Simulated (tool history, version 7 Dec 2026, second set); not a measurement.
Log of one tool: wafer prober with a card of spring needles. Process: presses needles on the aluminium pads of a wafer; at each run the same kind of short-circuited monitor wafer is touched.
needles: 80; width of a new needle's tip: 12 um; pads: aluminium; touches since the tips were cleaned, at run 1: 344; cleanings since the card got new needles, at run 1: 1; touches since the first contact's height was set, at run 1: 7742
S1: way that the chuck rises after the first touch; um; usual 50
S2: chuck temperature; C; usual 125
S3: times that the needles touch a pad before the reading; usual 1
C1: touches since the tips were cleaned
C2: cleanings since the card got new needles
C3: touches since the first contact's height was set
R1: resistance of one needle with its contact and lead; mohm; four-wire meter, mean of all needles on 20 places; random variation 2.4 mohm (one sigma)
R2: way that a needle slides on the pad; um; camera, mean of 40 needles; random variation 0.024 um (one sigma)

Run 1, hour 0.0: usual settings; C1 344; C2 1; C3 7742. Result: R1 288 mohm, R2 7.08 um.
At hour 33.6: tips cleaned on abrasive film.
Run 2, hour 33.6: usual settings but S2 109 C; C1 0; C2 2; C3 13401. Result: R1 275 mohm, R2 7.05 um.
Run 3, hour 53.3: usual settings but S2 109 C; C1 3327; C2 2; C3 16728. Result: R1 306 mohm, R2 7.06 um.
At hour 70.3: tips cleaned on abrasive film.
Run 4, hour 90.7: usual settings but S2 109 C; C1 3445; C2 3; C3 23036. Result: R1 303 mohm, R2 7.03 um.
At hour 107.2: tips cleaned on abrasive film.
Run 5, hour 111.6: usual settings but S2 109 C; C1 736; C2 4; C3 26547. Result: R1 283 mohm, R2 7.02 um.
At hour 144.1: tips cleaned on abrasive film.
Run 6, hour 144.1: usual settings but S2 109 C; C1 0; C2 5; C3 32030. Result: R1 281 mohm, R2 7.05 um.
Run 7, hour 178.6: usual settings but S2 109 C; C1 5827; C2 5; C3 37857. Result: R1 323 mohm, R2 7.06 um.
At hour 182.2: tips cleaned on abrasive film.
Run 8, hour 196.9: usual settings but S2 109 C; C1 2480; C2 6; C3 40928. Result: R1 300 mohm, R2 7.06 um.
At hour 217.8: tips cleaned on abrasive film.
Run 9, hour 217.8: usual settings but S2 109 C; C1 0; C2 7; C3 44441. Result: R1 277 mohm, R2 6.98 um.
At hour 253.4: tips cleaned on abrasive film.
Run 10, hour 253.4: usual settings but S2 109 C; C1 0; C2 8; C3 50442. Result: R1 276 mohm, R2 7.00 um.
Run 11, hour 270.7: usual settings but S1 48 um; C1 2926; C2 8; C3 53368. Result: R1 311 mohm, R2 6.70 um.
Run 12, hour 287.6: usual settings but S1 37 um; C1 5771; C2 8; C3 56213. Result: R1 351 mohm, R2 5.20 um.
At hour 290.0: tips cleaned on abrasive film.
Run 13, hour 315.9: usual settings but S1 33 um; C1 4373; C2 9; C3 60974. Result: R1 360 mohm, R2 4.60 um.
At hour 326.9: tips cleaned on abrasive film.
Run 14, hour 344.3: usual settings; C1 2941; C2 10; C3 65758. Result: R1 302 mohm, R2 7.00 um.
At hour 365.1: tips cleaned on abrasive film.
Run 15, hour 371.1: usual settings; C1 1008; C2 11; C3 70269. Result: R1 294 mohm, R2 6.94 um.
Run 16, hour 394.1: usual settings but S2 67 C; C1 4899; C2 11; C3 74160. Result: R1 307 mohm, R2 7.00 um.
At hour 403.3: tips cleaned on abrasive film.
Run 17, hour 421.0: usual settings but S2 80 C, S3 2; C1 2992; C2 12; C3 78682. Result: R1 287 mohm, R2 7.02 um.
At hour 441.3: tips cleaned on abrasive film.
Run 18, hour 448.2: usual settings but S1 41 um, S2 30 C, S3 3; C1 1162; C2 13; C3 83259. Result: R1 262 mohm, R2 5.68 um.
Run 19, hour 474.3: usual settings but S1 41 um, S2 30 C, S3 2; C1 5577; C2 13; C3 87674. Result: R1 295 mohm, R2 5.71 um.
At hour 476.9: tips cleaned on abrasive film.
Run 20, hour 508.6: usual settings but S1 63 um, S3 3; C1 5362; C2 14; C3 93453. Result: R1 286 mohm, R2 8.86 um.
At hour 514.2: tips cleaned on abrasive film.
Run 21, hour 533.1: usual settings but S1 63 um, S2 94 C, S3 3; C1 3191; C2 15; C3 97571. Result: R1 272 mohm, R2 8.84 um.
At hour 552.6: tips cleaned on abrasive film.
Run 22, hour 567.3: usual settings but S1 36 um, S2 30 C; C1 2479; C2 16; C3 103335. Result: R1 309 mohm, R2 4.98 um.
At hour 588.7: tips cleaned on abrasive film.
Run 23, hour 592.5: usual settings but S1 34 um, S2 35 C; C1 649; C2 17; C3 107579. Result: R1 283 mohm, R2 4.65 um.
Run 24, hour 621.8: usual settings but S1 33 um, S2 56 C; C1 5606; C2 17; C3 112536. Result: R1 376 mohm, R2 4.58 um.
At hour 624.4: tips cleaned on abrasive film.
Run 25, hour 645.7: usual settings but S1 51 um, S2 47 C, S3 2; C1 3594; C2 18; C3 116548. Result: R1 278 mohm, R2 7.11 um.
At hour 661.0: tips cleaned on abrasive film.
Run 26, hour 668.0: usual settings but S2 95 C; C1 1187; C2 19; C3 120300. Result: R1 288 mohm, R2 6.97 um.
Run 27, hour 689.4: usual settings but S1 65 um, S2 45 C, S3 2; C1 4811; C2 19; C3 123924. Result: R1 268 mohm, R2 9.04 um.
At hour 697.9: tips cleaned on abrasive film.
Run 28, hour 707.1: usual settings but S1 37 um, S2 34 C, S3 2; C1 1553; C2 20; C3 126889. Result: R1 278 mohm, R2 5.11 um.
Run 29, hour 727.4: usual settings but S1 37 um, S2 34 C, S3 2; C1 4993; C2 20; C3 130329. Result: R1 310 mohm, R2 5.07 um.
At hour 734.1: tips cleaned on abrasive film.
Run 30, hour 747.2: usual settings but S1 37 um, S2 34 C, S3 2; C1 2219; C2 21; C3 133647. Result: R1 294 mohm, R2 5.08 um.
At hour 771.3: tips cleaned on abrasive film.
Run 31, hour 772.5: usual settings but S2 26 C, S3 2; C1 201; C2 22; C3 137903. Result: R1 259 mohm, R2 6.95 um.

5 ways to go on from here, each from the tool as it stands after run 31. What would each give?
Run A, hour 796.2: usual settings but S1 36 um; C1 4218; C2 22; C3 141920. Result: R1 ?, R2 ?.
Run B, hour 796.2: usual settings; C1 4218; C2 22; C3 141920. Result: R1 ?, R2 ?.
Run C, hour 796.2: usual settings but S1 56 um, S2 54 C, S3 2; C1 4218; C2 22; C3 141920. Result: R1 ?, R2 ?.
Run D, hour 796.2: usual settings but S1 65 um, S2 45 C, S3 3; C1 4218; C2 22; C3 141920. Result: R1 ?, R2 ?.
Run E, hour 796.2: usual settings but S1 30 um, S2 58 C, S3 2; C1 4218; C2 22; C3 141920. Result: R1 ?, R2 ?.

run   R1    R2
  A  352  4.95
  B  320  6.90
  C  275  7.73
  D  262  9.07
  E  329  4.09
Without the tool's hidden state the same runs would have given:
run   R1    R2
  A  284  5.09
  B  280  7.04
  C  252  7.87
  D  251  9.22
  E  267  4.23

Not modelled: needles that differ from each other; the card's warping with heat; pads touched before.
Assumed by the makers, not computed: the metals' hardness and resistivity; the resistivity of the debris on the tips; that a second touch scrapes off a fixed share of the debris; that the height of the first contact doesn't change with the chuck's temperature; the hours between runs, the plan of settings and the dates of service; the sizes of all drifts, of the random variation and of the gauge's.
